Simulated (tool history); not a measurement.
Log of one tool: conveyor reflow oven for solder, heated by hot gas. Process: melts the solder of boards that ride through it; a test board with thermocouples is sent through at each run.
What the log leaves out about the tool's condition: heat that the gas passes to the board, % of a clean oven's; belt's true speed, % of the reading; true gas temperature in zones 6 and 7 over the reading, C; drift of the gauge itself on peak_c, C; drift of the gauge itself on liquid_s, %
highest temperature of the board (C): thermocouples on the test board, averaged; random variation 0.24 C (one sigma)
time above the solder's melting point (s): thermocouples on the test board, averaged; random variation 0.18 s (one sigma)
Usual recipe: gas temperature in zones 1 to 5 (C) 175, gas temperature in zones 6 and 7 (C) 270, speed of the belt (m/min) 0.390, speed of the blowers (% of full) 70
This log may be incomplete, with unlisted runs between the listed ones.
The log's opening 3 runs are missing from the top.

run	hour	gas temperature in zones 1 to 5 (C)	gas temperature in zones 6 and 7 (C)	speed of the belt (m/min)	speed of the blowers (% of full)	hours of work since the flux was cleaned out	hours of work since the belt drive was overhauled	hours of work since the thermocouples were changed	highest temperature of the board (C)	time above the solder's melting point (s)
4	23.6	175	270	0.390	70	83	265	215	258.3	75.7
5	31.3	175	270	0.390	70	88	270	220	257.5	75.9
6	44.2	175	270	0.390	70	96	279	229	257.6	75.6
7	53.7	175	270	0.390	70	103	285	235	258.3	75.8
8	59.3	175	270	0.390	70	106	289	239	258.2	75.7
9	69.5	175	270	0.390	70	113	295	245	258.3	75.8
10	82.0	175	270	0.390	70	122	304	254	257.9	75.4
11	92.6	175	284	0.390	70	128	311	261	270.8	83.2
12	104.3	175	284	0.390	70	136	319	269	270.9	83.5
13	116.1	175	284	0.390	70	144	326	276	270.4	83.7
# hour 121.1: belt drive overhauled, speed set with a stopwatch
14	132.8	175	270	0.390	70	152	8	285	257.9	75.9
15	139.6	175	270	0.390	70	157	12	289	257.7	75.8
16	147.4	167	266	0.400	63	162	17	294	250.6	65.2

What will run 17 give?
17	160.8	177	277	0.357	56	171	26	303	?	?

Run 17 measured highest temperature of the board (C) 264.8, time above the solder's melting point (s) 88.8.
Had the tool carried no hidden state, the very same run would have given highest temperature of the board (C) 265.4, time above the solder's melting point (s) 88.4.

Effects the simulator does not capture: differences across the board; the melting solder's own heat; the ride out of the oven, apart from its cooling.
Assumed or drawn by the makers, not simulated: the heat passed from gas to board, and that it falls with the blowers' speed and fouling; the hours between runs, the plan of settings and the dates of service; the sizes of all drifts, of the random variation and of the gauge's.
